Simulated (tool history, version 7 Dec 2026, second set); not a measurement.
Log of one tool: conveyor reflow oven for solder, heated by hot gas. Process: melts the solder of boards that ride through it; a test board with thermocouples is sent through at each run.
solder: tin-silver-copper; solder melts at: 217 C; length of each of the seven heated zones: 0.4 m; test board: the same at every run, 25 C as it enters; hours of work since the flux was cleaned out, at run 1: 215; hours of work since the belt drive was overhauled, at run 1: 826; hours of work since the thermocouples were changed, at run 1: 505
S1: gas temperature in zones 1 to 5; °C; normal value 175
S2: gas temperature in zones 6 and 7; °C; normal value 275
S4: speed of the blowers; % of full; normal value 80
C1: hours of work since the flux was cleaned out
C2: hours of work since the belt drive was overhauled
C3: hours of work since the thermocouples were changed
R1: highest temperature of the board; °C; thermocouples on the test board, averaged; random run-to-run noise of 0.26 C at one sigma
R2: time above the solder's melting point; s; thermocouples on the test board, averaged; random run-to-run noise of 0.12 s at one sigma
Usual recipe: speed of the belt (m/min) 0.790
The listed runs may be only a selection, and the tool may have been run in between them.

Run 1, day 0.000: usual settings; C1 215; C2 826; C3 505. Result: R1 258.2 °C, R2 50.1 s.
Run 2, day 0.542: usual settings but speed of the belt (m/min) 0.924; C1 223; C2 834; C3 513. Result: R1 252.7 °C, R2 39.6 s.
Run 3, day 1.046: usual settings but S4 57 % of full; C1 230; C2 841; C3 520. Result: R1 252.4 °C, R2 45.6 s.
Run 4, day 1.754: usual settings; C1 241; C2 852; C3 530. Result: R1 258.3 °C, R2 50.2 s.
Run 5, day 2.396: usual settings; C1 250; C2 861; C3 540. Result: R1 257.9 °C, R2 50.0 s.
Run 6, day 3.500: usual settings; C1 267; C2 877; C3 556. Result: R1 258.0 °C, R2 49.9 s.
Run 7, day 4.212: usual settings; C1 277; C2 888; C3 567. Result: R1 257.7 °C, R2 50.1 s.
Run 8, day 4.854: usual settings; C1 286; C2 897; C3 576. Result: R1 258.0 °C, R2 49.8 s.
Run 9, day 5.821: usual settings but S1 178 °C; C1 301; C2 911; C3 590. Result: R1 258.8 °C, R2 50.9 s.
Run 10, day 6.621: usual settings but S1 178 °C; C1 312; C2 923; C3 602. Result: R1 258.2 °C, R2 50.8 s.
Run 11, day 7.367: usual settings but S2 288 °C; C1 323; C2 934; C3 613. Result: R1 269.3 °C, R2 54.5 s.
At day 8.188: flux residue cleaned out of gas plates and filters.
Run 12, day 8.529: usual settings but S2 288 °C; C1 5; C2 948; C3 627. Result: R1 270.9 °C, R2 55.1 s.
Run 13, day 9.738: usual settings but S2 269 °C, speed of the belt (m/min) 0.839; C1 23; C2 966; C3 645. Result: R1 252.0 °C, R2 43.9 s.
Run 14, day 10.304: usual settings but S2 279 °C, speed of the belt (m/min) 0.637; C1 31; C2 974; C3 653. Result: R1 268.0 °C, R2 68.1 s.
Run 15, day 11.021: usual settings but S2 279 °C, speed of the belt (m/min) 0.637; C1 42; C2 985; C3 664. Result: R1 268.1 °C, R2 68.1 s.
Run 16, day 11.638: usual settings but S2 279 °C, speed of the belt (m/min) 0.637, S4 74 % of full; C1 51; C2 994; C3 673. Result: R1 266.8 °C, R2 67.7 s.
Run 17, day 12.396: usual settings but S2 273 °C; C1 62; C2 1005; C3 684. Result: R1 256.7 °C, R2 49.6 s.
Run 18, day 13.425: usual settings but S2 264 °C; C1 77; C2 1020; C3 699. Result: R1 248.8 °C, R2 45.5 s.
Run 19, day 14.654: usual settings but S2 264 °C; C1 95; C2 1038; C3 717. Result: R1 249.1 °C, R2 45.2 s.
Run 20, day 15.808: usual settings but S2 264 °C; C1 112; C2 1055; C3 734. Result: R1 249.2 °C, R2 45.2 s.
Run 21, day 16.708: usual settings but S1 173 °C, S2 264 °C, S4 51 % of full; C1 125; C2 1068; C3 747. Result: R1 240.5 °C, R2 36.7 s.

Consider 3 possible next runs. They are alternatives, not a sequence: every one starts from the tool as it was left by run 21. What does each give?
Run A, day 17.325: usual settings but speed of the belt (m/min) 0.930; C1 134; C2 1077; C3 756. Result: R1 ?, R2 ?.
Run B, day 17.325: usual settings but speed of the belt (m/min) 0.732; C1 134; C2 1077; C3 756. Result: R1 ?, R2 ?.
Run C, day 17.325: usual settings but S1 163 °C, S4 60 % of full; C1 134; C2 1077; C3 756. Result: R1 ?, R2 ?.

run     R1    R2
  A  252.8  39.5
  B  259.9  55.5
  C  250.7  42.1
Take away the tool's hidden state, keep each run's random variation, and the runs would have read:
run     R1    R2
  A  255.0  39.6
  B  262.2  55.2
  C  252.6  42.2
